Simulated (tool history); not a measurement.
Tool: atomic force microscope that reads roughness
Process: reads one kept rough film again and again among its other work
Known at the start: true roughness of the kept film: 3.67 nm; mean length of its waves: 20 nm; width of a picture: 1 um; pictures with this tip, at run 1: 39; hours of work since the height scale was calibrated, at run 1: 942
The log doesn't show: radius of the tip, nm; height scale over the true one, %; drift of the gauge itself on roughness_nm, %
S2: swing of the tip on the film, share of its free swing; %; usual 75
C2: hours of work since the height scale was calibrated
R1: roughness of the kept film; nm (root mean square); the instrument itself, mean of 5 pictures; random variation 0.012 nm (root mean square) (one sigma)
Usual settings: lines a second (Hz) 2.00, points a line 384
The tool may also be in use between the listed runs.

run 1 hour=0.0 | lines_a_second_(Hz)=2.00 S2=75 points_a_line=384 | pictures_with_this_tip=39 C2=942 | R1=2.792
-- hour=28.3 new tip fitted
run 2 hour=43.2 | lines_a_second_(Hz)=2.00 S2=75 points_a_line=384 | pictures_with_this_tip=35 C2=973 | R1=2.792
-- hour=75.1 new tip fitted
run 3 hour=86.5 | lines_a_second_(Hz)=2.00 S2=75 points_a_line=384 | pictures_with_this_tip=27 C2=1004 | R1=2.801
-- hour=118.7 new tip fitted
run 4 hour=126.9 | lines_a_second_(Hz)=2.00 S2=75 points_a_line=384 | pictures_with_this_tip=19 C2=1033 | R1=2.796
-- hour=162.6 new tip fitted
run 5 hour=166.6 | lines_a_second_(Hz)=2.00 S2=79 points_a_line=384 | pictures_with_this_tip=10 C2=1061 | R1=2.718
-- hour=207.3 new tip fitted
run 6 hour=209.4 | lines_a_second_(Hz)=2.00 S2=79 points_a_line=384 | pictures_with_this_tip=5 C2=1091 | R1=2.729
run 7 hour=229.8 | lines_a_second_(Hz)=2.00 S2=79 points_a_line=384 | pictures_with_this_tip=52 C2=1106 | R1=2.736
-- hour=254.3 new tip fitted
run 8 hour=261.7 | lines_a_second_(Hz)=2.00 S2=79 points_a_line=384 | pictures_with_this_tip=17 C2=1128 | R1=2.746
run 9 hour=288.3 | lines_a_second_(Hz)=2.00 S2=75 points_a_line=416 | pictures_with_this_tip=79 C2=1148 | R1=2.800
-- hour=297.5 new tip fitted
run 10 hour=323.3 | lines_a_second_(Hz)=2.00 S2=75 points_a_line=416 | pictures_with_this_tip=59 C2=1172 | R1=2.797
-- hour=343.4 new tip fitted
run 11 hour=367.3 | lines_a_second_(Hz)=2.00 S2=75 points_a_line=416 | pictures_with_this_tip=56 C2=1204 | R1=2.789
-- hour=387.2 new tip fitted
run 12 hour=392.0 | lines_a_second_(Hz)=2.00 S2=73 points_a_line=416 | pictures_with_this_tip=11 C2=1221 | R1=2.814
run 13 hour=420.9 | lines_a_second_(Hz)=2.00 S2=73 points_a_line=416 | pictures_with_this_tip=78 C2=1242 | R1=2.830
-- hour=433.4 new tip fitted
run 14 hour=441.1 | lines_a_second_(Hz)=2.00 S2=73 points_a_line=416 | pictures_with_this_tip=18 C2=1256 | R1=2.817
run 15 hour=474.6 | lines_a_second_(Hz)=2.00 S2=73 points_a_line=384 | pictures_with_this_tip=95 C2=1280 | R1=2.806
-- hour=479.1 new tip fitted
run 16 hour=496.7 | lines_a_second_(Hz)=2.00 S2=73 points_a_line=384 | pictures_with_this_tip=41 C2=1296 | R1=2.828
-- hour=524.9 new tip fitted
run 17 hour=528.4 | lines_a_second_(Hz)=2.00 S2=73 points_a_line=384 | pictures_with_this_tip=8 C2=1318 | R1=2.816
run 18 hour=555.7 | lines_a_second_(Hz)=2.00 S2=73 points_a_line=384 | pictures_with_this_tip=72 C2=1338 | R1=2.818
-- hour=568.2 new tip fitted
run 19 hour=602.6 | lines_a_second_(Hz)=2.00 S2=73 points_a_line=384 | pictures_with_this_tip=79 C2=1371 | R1=2.833
-- hour=615.1 new tip fitted
run 20 hour=647.3 | lines_a_second_(Hz)=2.00 S2=75 points_a_line=384 | pictures_with_this_tip=75 C2=1403 | R1=2.768
-- hour=659.1 new tip fitted
run 21 hour=688.8 | lines_a_second_(Hz)=2.00 S2=75 points_a_line=384 | pictures_with_this_tip=69 C2=1433 | R1=2.783
-- hour=703.9 new tip fitted
run 22 hour=712.7 | lines_a_second_(Hz)=0.92 S2=75 points_a_line=384 | pictures_with_this_tip=21 C2=1449 | R1=2.932
run 23 hour=743.3 | lines_a_second_(Hz)=0.92 S2=75 points_a_line=384 | pictures_with_this_tip=92 C2=1471 | R1=2.912
-- hour=747.3 new tip fitted
run 24 hour=788.7 | lines_a_second_(Hz)=0.92 S2=75 points_a_line=384 | pictures_with_this_tip=96 C2=1504 | R1=2.905
-- hour=793.3 new tip fitted
run 25 hour=830.3 | lines_a_second_(Hz)=2.00 S2=75 points_a_line=705 | pictures_with_this_tip=86 C2=1533 | R1=2.823
-- hour=837.7 new tip fitted
run 26 hour=878.4 | lines_a_second_(Hz)=2.00 S2=75 points_a_line=705 | pictures_with_this_tip=94 C2=1568 | R1=2.813
-- hour=883.4 new tip fitted
run 27 hour=901.7 | lines_a_second_(Hz)=0.81 S2=68 points_a_line=760 | pictures_with_this_tip=42 C2=1584 | R1=3.022
-- hour=927.8 new tip fitted
run 28 hour=936.6 | lines_a_second_(Hz)=1.44 S2=75 points_a_line=567 | pictures_with_this_tip=20 C2=1609 | R1=2.902
run 29 hour=966.8 | lines_a_second_(Hz)=1.44 S2=75 points_a_line=567 | pictures_with_this_tip=90 C2=1631 | R1=2.860
-- hour=972.6 new tip fitted
run 30 hour=998.0 | lines_a_second_(Hz)=0.67 S2=75 points_a_line=302 | pictures_with_this_tip=59 C2=1653 | R1=2.924
-- hour=1019.1 new tip fitted
run 31 hour=1042.8 | lines_a_second_(Hz)=1.45 S2=68 points_a_line=294 | pictures_with_this_tip=55 C2=1684 | R1=2.886
-- hour=1063.7 new tip fitted
run 32 hour=1063.7 | lines_a_second_(Hz)=1.45 S2=68 points_a_line=294 | pictures_with_this_tip=0 C2=1699 | R1=2.909
run 33 hour=1095.6 | lines_a_second_(Hz)=1.45 S2=68 points_a_line=294 | pictures_with_this_tip=74 C2=1722 | R1=2.893
-- hour=1108.5 new tip fitted
run 34 hour=1135.8 | lines_a_second_(Hz)=0.67 S2=57 points_a_line=384 | pictures_with_this_tip=63 C2=1751 | R1=2.997
-- hour=1152.9 new tip fitted
run 35 hour=1171.7 | lines_a_second_(Hz)=3.69 S2=80 points_a_line=384 | pictures_with_this_tip=44 C2=1776 | R1=2.505
-- hour=1199.1 new tip fitted
run 36 hour=1206.0 | lines_a_second_(Hz)=3.69 S2=80 points_a_line=384 | pictures_with_this_tip=16 C2=1800 | R1=2.500
run 37 hour=1230.6 | lines_a_second_(Hz)=3.69 S2=80 points_a_line=384 | pictures_with_this_tip=73 C2=1818 | R1=2.490
-- hour=1243.2 new tip fitted
run 38 hour=1279.0 | lines_a_second_(Hz)=3.69 S2=80 points_a_line=384 | pictures_with_this_tip=84 C2=1853 | R1=2.489
-- hour=1287.2 new tip fitted
run 39 hour=1324.7 | lines_a_second_(Hz)=2.00 S2=75 points_a_line=482 | pictures_with_this_tip=87 C2=1885 | R1=2.834
-- hour=1332.7 new tip fitted
run 40 hour=1357.9 | lines_a_second_(Hz)=2.60 S2=75 points_a_line=369 | pictures_with_this_tip=59 C2=1909 | R1=2.708
-- hour=1376.0 new tip fitted
run 41 hour=1384.1 | lines_a_second_(Hz)=2.00 S2=64 points_a_line=407 | pictures_with_this_tip=19 C2=1927 | R1=2.918
-- hour=1420.4 new tip fitted
run 42 hour=1420.4 | lines_a_second_(Hz)=1.79 S2=56 points_a_line=335 | pictures_with_this_tip=0 C2=1953 | R1=2.981
run 43 hour=1453.1 | lines_a_second_(Hz)=0.96 S2=83 points_a_line=503 | pictures_with_this_tip=76 C2=1977 | R1=2.868
-- hour=1465.4 new tip fitted
run 44 hour=1476.1 | lines_a_second_(Hz)=0.96 S2=83 points_a_line=503 | pictures_with_this_tip=25 C2=1993 | R1=2.901
-- hour=1510.9 new tip fitted
run 45 hour=1516.6 | lines_a_second_(Hz)=2.00 S2=74 points_a_line=384 | pictures_with_this_tip=13 C2=2022 | R1=2.801
run 46 hour=1549.0 | lines_a_second_(Hz)=3.51 S2=89 points_a_line=276 | pictures_with_this_tip=88 C2=2045 | R1=2.266
-- hour=1557.2 new tip fitted
run 47 hour=1592.3 | lines_a_second_(Hz)=3.51 S2=89 points_a_line=276 | pictures_with_this_tip=82 C2=2076 | R1=2.272

Measured less the same run without the tool's hidden state. The same run-to-run variation is in both; the gauge's scatter may not be:
run=1 R1=-0.005
run=2 R1=-0.004
run=3 R1=-0.003
run=4 R1=-0.003
run=5 R1=-0.001
run=6 R1=-0.001
run=7 R1=-0.008
run=8 R1=-0.002
run=9 R1=-0.012
run=10 R1=-0.008
run=11 R1=-0.008
run=12 R1=-0.001
run=13 R1=-0.011
run=14 R1=-0.003
run=15 R1=-0.012
run=16 R1=-0.006
run=17 R1=-0.001
run=18 R1=-0.010
run=19 R1=-0.010
run=20 R1=-0.010
run=21 R1=-0.010
run=22 R1=-0.003
run=23 R1=-0.012
run=24 R1=-0.012
run=25 R1=-0.011
run=26 R1=-0.013
run=27 R1=-0.005
run=28 R1=-0.002
run=29 R1=-0.013
run=30 R1=-0.009
run=31 R1=-0.008
run=32 R1=+0.000
run=33 R1=-0.010
run=34 R1=-0.008
run=35 R1=-0.006
run=36 R1=-0.001
run=37 R1=-0.008
run=38 R1=-0.009
run=39 R1=-0.010
run=40 R1=-0.007
run=41 R1=-0.002
run=42 R1=+0.001
run=43 R1=-0.010
run=44 R1=-0.003
run=45 R1=-0.001
run=46 R1=-0.011
run=47 R1=-0.009

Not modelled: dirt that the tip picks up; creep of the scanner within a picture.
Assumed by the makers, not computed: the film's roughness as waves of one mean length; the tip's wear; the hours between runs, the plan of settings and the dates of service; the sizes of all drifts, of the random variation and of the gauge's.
